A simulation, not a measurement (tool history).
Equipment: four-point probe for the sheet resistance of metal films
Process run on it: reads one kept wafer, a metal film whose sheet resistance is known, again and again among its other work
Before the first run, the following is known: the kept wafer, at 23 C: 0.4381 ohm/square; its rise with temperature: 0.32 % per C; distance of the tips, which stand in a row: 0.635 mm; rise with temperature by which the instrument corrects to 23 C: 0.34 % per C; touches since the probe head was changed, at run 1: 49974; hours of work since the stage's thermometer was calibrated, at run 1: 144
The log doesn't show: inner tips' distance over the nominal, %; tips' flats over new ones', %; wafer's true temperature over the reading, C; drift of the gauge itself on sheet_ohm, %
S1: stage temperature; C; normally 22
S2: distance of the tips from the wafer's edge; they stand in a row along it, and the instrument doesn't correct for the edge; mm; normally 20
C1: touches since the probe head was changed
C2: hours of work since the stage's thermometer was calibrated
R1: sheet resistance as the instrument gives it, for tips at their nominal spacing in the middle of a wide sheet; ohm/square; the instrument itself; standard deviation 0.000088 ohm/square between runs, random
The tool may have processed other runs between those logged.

| run | hour | S1 | S2 | C1 | C2 | R1 |
|---|---|---|---|---|---|---|
| 1 | 0.0 | 22 | 20 | 49974 | 144 | 0.439987 |
| 2 | 17.4 | 22 | 8 | 50827 | 157 | 0.441199 |
| 3 | 27.0 | 21 | 8 | 51296 | 165 | 0.441470 |
| 4 | 43.4 | 21 | 8 | 52096 | 178 | 0.441650 |
| 5 | 52.0 | 21 | 8 | 52516 | 185 | 0.441595 |
| 6 | 70.0 | 21 | 8 | 53398 | 199 | 0.441552 |
| 7 | 81.6 | 22 | 20 | 53963 | 208 | 0.440313 |
| 8 | 94.2 | 22 | 20 | 54581 | 218 | 0.440212 |
| 9 | 103.3 | 22 | 20 | 55026 | 225 | 0.440361 |
| 10 | 121.5 | 22 | 20 | 55913 | 239 | 0.440205 |
| 11 | 134.1 | 22 | 20 | 56531 | 249 | 0.440347 |
| 12 | 141.7 | 21 | 20 | 56903 | 255 | 0.440485 |
| 13 | 150.7 | 22 | 20 | 57342 | 262 | 0.440394 |
| 14 | 160.5 | 24 | 20 | 57824 | 270 | 0.440207 |
| 15 | 173.1 | 24 | 20 | 58438 | 280 | 0.440053 |
| 16 | 182.8 | 24 | 20 | 58911 | 287 | 0.440152 |
|  | 184.2 | stage's thermometer calibrated |
| 17 | 195.0 | 22 | 20 | 59486 | 8 | 0.440412 |
| 18 | 202.9 | 22 | 20 | 59873 | 15 | 0.440475 |
| 19 | 218.3 | 22 | 20 | 60625 | 27 | 0.440428 |
| 20 | 229.7 | 22 | 20 | 61181 | 36 | 0.440481 |
| 21 | 240.1 | 18 | 26 | 61691 | 44 | 0.440757 |
| 22 | 251.9 | 27 | 9 | 62267 | 53 | 0.440987 |
| 23 | 266.1 | 25 | 32 | 62962 | 64 | 0.440006 |
| 24 | 278.5 | 31 | 20 | 63567 | 74 | 0.439433 |

Run 25 has not been measured yet. What should we expect?
|  | 291.0 | stage's thermometer calibrated, once more |
| 25 | 292.4 | 27 | 13 | 64227 | 1 | ? |

Run 25 gave R1 0.440305 ohm/square.
Minus the tool's unlogged condition, the same run would have read R1 0.438268 ohm/square.
